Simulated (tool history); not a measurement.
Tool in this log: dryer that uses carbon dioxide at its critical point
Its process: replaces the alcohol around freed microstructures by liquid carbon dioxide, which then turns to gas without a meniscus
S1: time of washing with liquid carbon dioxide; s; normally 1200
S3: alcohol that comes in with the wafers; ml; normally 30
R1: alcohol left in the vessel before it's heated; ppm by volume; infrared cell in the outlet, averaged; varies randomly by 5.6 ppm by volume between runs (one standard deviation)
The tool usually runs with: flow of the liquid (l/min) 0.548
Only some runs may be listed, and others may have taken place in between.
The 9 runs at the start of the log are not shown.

Run 10, hour 368.9: usual settings. Result: R1 222 ppm by volume.
Run 11, hour 399.7: usual settings. Result: R1 220 ppm by volume.
Run 12, hour 452.7: usual settings. Result: R1 216 ppm by volume.
Run 13, hour 501.6: usual settings. Result: R1 237 ppm by volume.
Run 14, hour 552.2: usual settings. Result: R1 242 ppm by volume.
Run 15, hour 589.9: usual settings but S1 1260 s. Result: R1 211 ppm by volume.
Run 16, hour 640.2: usual settings but S1 1260 s. Result: R1 223 ppm by volume.
Run 17, hour 666.4: usual settings but S1 1260 s. Result: R1 217 ppm by volume.
At hour 675.2: inlet filter changed.
Run 18, hour 692.5: usual settings but S1 1260 s. Result: R1 177 ppm by volume.
Run 19, hour 731.9: usual settings but S3 63 ml. Result: R1 406 ppm by volume.
Run 20, hour 788: usual settings but S3 43 ml. Result: R1 296 ppm by volume.
Run 21, hour 825.5: usual settings but flow of the liquid (l/min) 0.87. Result: R1 53 ppm by volume.
Run 22, hour 858.8: usual settings but flow of the liquid (l/min) 0.87. Result: R1 66 ppm by volume.
At hour 893.1: purifier's bed changed.
Run 23, hour 914.1: usual settings. Result: R1 185 ppm by volume.
Run 24, hour 961.5: usual settings but S1 1320 s, flow of the liquid (l/min) 0.348, S3 73 ml. Result: R1 1691 ppm by volume.
Run 25, hour 993.9: usual settings but S1 1320 s, flow of the liquid (l/min) 0.395, S3 73 ml. Result: R1 1145 ppm by volume.
Run 26, hour 1030.9: usual settings but S1 1320 s, flow of the liquid (l/min) 0.395, S3 73 ml. Result: R1 1157 ppm by volume.
Run 27, hour 1054.3: usual settings but S1 780 s, flow of the liquid (l/min) 0.516, S3 54 ml. Result: R1 1814 ppm by volume.
Run 28, hour 1109.4: usual settings but S1 780 s, flow of the liquid (l/min) 0.516, S3 54 ml. Result: R1 1921 ppm by volume.
Run 29, hour 1153.8: usual settings but S1 780 s, flow of the liquid (l/min) 0.516, S3 54 ml. Result: R1 1974 ppm by volume.
Run 30, hour 1194.7: usual settings but flow of the liquid (l/min) 0.799, S3 25 ml. Result: R1 39 ppm by volume.

What does the tool deliver on the next run?
At hour 1232.2: inlet filter changed.
Run 31, hour 1242.4: usual settings but flow of the liquid (l/min) 0.799, S3 25 ml. Result: R1 ?.

R1: 25 ppm by volume
If the tool had no hidden condition, the same run with the same run-to-run variation would have returned R1 15 ppm by volume.
